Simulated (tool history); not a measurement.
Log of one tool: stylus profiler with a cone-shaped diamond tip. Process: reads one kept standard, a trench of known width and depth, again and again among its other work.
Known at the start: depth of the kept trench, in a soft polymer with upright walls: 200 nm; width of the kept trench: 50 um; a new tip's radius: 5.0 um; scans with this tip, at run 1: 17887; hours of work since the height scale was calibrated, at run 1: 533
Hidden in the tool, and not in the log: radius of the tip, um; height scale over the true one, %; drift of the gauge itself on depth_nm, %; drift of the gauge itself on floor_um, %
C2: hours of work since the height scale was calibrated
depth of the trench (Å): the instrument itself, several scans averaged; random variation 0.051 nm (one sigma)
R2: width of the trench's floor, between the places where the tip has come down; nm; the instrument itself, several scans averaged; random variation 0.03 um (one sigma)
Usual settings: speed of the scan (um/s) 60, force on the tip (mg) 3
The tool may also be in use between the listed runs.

run 1 hour=0 | speed_of_the_scan_(um/s)=60 force_on_the_tip_(mg)=3 | scans_with_this_tip=17887 C2=533 | depth_of_the_trench_(Å)=2011.3 R2=45470
run 2 hour=92.6 | speed_of_the_scan_(um/s)=60 force_on_the_tip_(mg)=3 | scans_with_this_tip=18713 C2=604 | depth_of_the_trench_(Å)=2009.4 R2=45390
run 3 hour=150.6 | speed_of_the_scan_(um/s)=60 force_on_the_tip_(mg)=3 | scans_with_this_tip=19231 C2=648 | depth_of_the_trench_(Å)=2011.2 R2=45330
run 4 hour=236.4 | speed_of_the_scan_(um/s)=44 force_on_the_tip_(mg)=3 | scans_with_this_tip=19997 C2=714 | depth_of_the_trench_(Å)=2009.7 R2=45370
run 5 hour=301.3 | speed_of_the_scan_(um/s)=108 force_on_the_tip_(mg)=3 | scans_with_this_tip=20577 C2=764 | depth_of_the_trench_(Å)=2009.9 R2=45070
run 6 hour=363.4 | speed_of_the_scan_(um/s)=108 force_on_the_tip_(mg)=3 | scans_with_this_tip=21131 C2=811 | depth_of_the_trench_(Å)=2008.9 R2=44930
run 7 hour=417.9 | speed_of_the_scan_(um/s)=108 force_on_the_tip_(mg)=3 | scans_with_this_tip=21617 C2=853 | depth_of_the_trench_(Å)=2009.3 R2=44980
run 8 hour=492.1 | speed_of_the_scan_(um/s)=108 force_on_the_tip_(mg)=3 | scans_with_this_tip=22280 C2=910 | depth_of_the_trench_(Å)=2008.5 R2=44890
run 9 hour=559.2 | speed_of_the_scan_(um/s)=60 force_on_the_tip_(mg)=3 | scans_with_this_tip=22879 C2=961 | depth_of_the_trench_(Å)=2009.4 R2=45060
-- hour=606.8 height scale calibrated on a step standard
run 10 hour=628.8 | speed_of_the_scan_(um/s)=60 force_on_the_tip_(mg)=3 | scans_with_this_tip=23496 C2=17 | depth_of_the_trench_(Å)=2008.3 R2=45020
run 11 hour=715.3 | speed_of_the_scan_(um/s)=116 force_on_the_tip_(mg)=3 | scans_with_this_tip=24268 C2=83 | depth_of_the_trench_(Å)=2007 R2=44730
run 12 hour=791 | speed_of_the_scan_(um/s)=60 force_on_the_tip_(mg)=4.91 | scans_with_this_tip=24943 C2=141 | depth_of_the_trench_(Å)=2012.8 R2=45010
-- hour=848 new tip fitted, height scale calibrated
run 13 hour=854.6 | speed_of_the_scan_(um/s)=60 force_on_the_tip_(mg)=3 | scans_with_this_tip=59 C2=5 | depth_of_the_trench_(Å)=2015 R2=46910
-- hour=939.9 height scale calibrated on a step standard, once more
run 14 hour=941.9 | speed_of_the_scan_(um/s)=60 force_on_the_tip_(mg)=3 | scans_with_this_tip=834 C2=2 | depth_of_the_trench_(Å)=2013.1 R2=46880
run 15 hour=990.1 | speed_of_the_scan_(um/s)=60 force_on_the_tip_(mg)=3 | scans_with_this_tip=1264 C2=38 | depth_of_the_trench_(Å)=2013.3 R2=46800
run 16 hour=1040.5 | speed_of_the_scan_(um/s)=60 force_on_the_tip_(mg)=1.6 | scans_with_this_tip=1714 C2=77 | depth_of_the_trench_(Å)=2007.8 R2=46670
run 17 hour=1097.9 | speed_of_the_scan_(um/s)=60 force_on_the_tip_(mg)=1.6 | scans_with_this_tip=2226 C2=121 | depth_of_the_trench_(Å)=2008.2 R2=46650
run 18 hour=1173.2 | speed_of_the_scan_(um/s)=139 force_on_the_tip_(mg)=3 | scans_with_this_tip=2899 C2=179 | depth_of_the_trench_(Å)=2012.9 R2=46250
run 19 hour=1244.5 | speed_of_the_scan_(um/s)=22 force_on_the_tip_(mg)=3 | scans_with_this_tip=3535 C2=233 | depth_of_the_trench_(Å)=2012.1 R2=46770
run 20 hour=1335.7 | speed_of_the_scan_(um/s)=16 force_on_the_tip_(mg)=3.26 | scans_with_this_tip=4350 C2=303 | depth_of_the_trench_(Å)=2013 R2=46680
run 21 hour=1402.4 | speed_of_the_scan_(um/s)=171 force_on_the_tip_(mg)=3.26 | scans_with_this_tip=4945 C2=354 | depth_of_the_trench_(Å)=2012.9 R2=46030
run 22 hour=1452 | speed_of_the_scan_(um/s)=91 force_on_the_tip_(mg)=2.68 | scans_with_this_tip=5387 C2=392 | depth_of_the_trench_(Å)=2010.8 R2=46250
run 23 hour=1513.1 | speed_of_the_scan_(um/s)=91 force_on_the_tip_(mg)=2.68 | scans_with_this_tip=5933 C2=439 | depth_of_the_trench_(Å)=2010 R2=46140
run 24 hour=1572.3 | speed_of_the_scan_(um/s)=64 force_on_the_tip_(mg)=1.41 | scans_with_this_tip=6462 C2=484 | depth_of_the_trench_(Å)=2005.1 R2=46170
run 25 hour=1653.7 | speed_of_the_scan_(um/s)=64 force_on_the_tip_(mg)=1.41 | scans_with_this_tip=7188 C2=546 | depth_of_the_trench_(Å)=2004.9 R2=46100
run 26 hour=1740.6 | speed_of_the_scan_(um/s)=190 force_on_the_tip_(mg)=1.04 | scans_with_this_tip=7964 C2=613 | depth_of_the_trench_(Å)=2004.5 R2=45000
run 27 hour=1825.6 | speed_of_the_scan_(um/s)=190 force_on_the_tip_(mg)=1.04 | scans_with_this_tip=8723 C2=678 | depth_of_the_trench_(Å)=2004.1 R2=44890
run 28 hour=1895.9 | speed_of_the_scan_(um/s)=125 force_on_the_tip_(mg)=1.47 | scans_with_this_tip=9350 C2=732 | depth_of_the_trench_(Å)=2004.9 R2=45520
run 29 hour=1966.9 | speed_of_the_scan_(um/s)=138 force_on_the_tip_(mg)=2.17 | scans_with_this_tip=9984 C2=786 | depth_of_the_trench_(Å)=2006.7 R2=45570
run 30 hour=2025.1 | speed_of_the_scan_(um/s)=138 force_on_the_tip_(mg)=2.17 | scans_with_this_tip=10504 C2=831 | depth_of_the_trench_(Å)=2007.3 R2=45500
run 31 hour=2115.5 | speed_of_the_scan_(um/s)=138 force_on_the_tip_(mg)=2.17 | scans_with_this_tip=11311 C2=900 | depth_of_the_trench_(Å)=2007.1 R2=45440
run 32 hour=2191.3 | speed_of_the_scan_(um/s)=138 force_on_the_tip_(mg)=2.17 | scans_with_this_tip=11987 C2=958 | depth_of_the_trench_(Å)=2005.9 R2=45360
run 33 hour=2235.4 | speed_of_the_scan_(um/s)=20 force_on_the_tip_(mg)=3.47 | scans_with_this_tip=12381 C2=992 | depth_of_the_trench_(Å)=2010 R2=46020
-- hour=2242.8 height scale calibrated on a step standard
run 34 hour=2323.1 | speed_of_the_scan_(um/s)=34 force_on_the_tip_(mg)=1.8 | scans_with_this_tip=13160 C2=61 | depth_of_the_trench_(Å)=2008.3 R2=45880
run 35 hour=2413.7 | speed_of_the_scan_(um/s)=145 force_on_the_tip_(mg)=5.55 | scans_with_this_tip=13969 C2=131 | depth_of_the_trench_(Å)=2018.7 R2=45510

Hidden state or all else? Some run-to-run changes of depth of the trench (Å), split into what the settings, what came in and random variation would give without the hidden state, and what is left for the hidden state (with any gauge scatter that isn't in both results):
Run 9 -> 10: height scale calibrated on a step standard. depth of the trench (Å) -1.1: hidden state -0.8, all else -0.3.
Run 11 -> 12: speed of the scan (um/s) 116 -> 60, force on the tip (mg) 3 -> 4.91. depth of the trench (Å) +5.8: hidden state -0.4, all else +6.2.
Run 12 -> 13: force on the tip (mg) 4.91 -> 3, new tip fitted, height scale calibrated. depth of the trench (Å) +2.2: hidden state +6.8, all else -4.6.
Run 15 -> 16: force on the tip (mg) 3 -> 1.6. depth of the trench (Å) -5.5: hidden state -0.2, all else -5.3.
Run 33 -> 34: speed of the scan (um/s) 20 -> 34, force on the tip (mg) 3.47 -> 1.8, height scale calibrated on a step standard. depth of the trench (Å) -1.7: hidden state +3.7, all else -5.4.
Run 34 -> 35: speed of the scan (um/s) 34 -> 145, force on the tip (mg) 1.8 -> 5.55. depth of the trench (Å) +10.4: hidden state -0.3, all else +10.7.
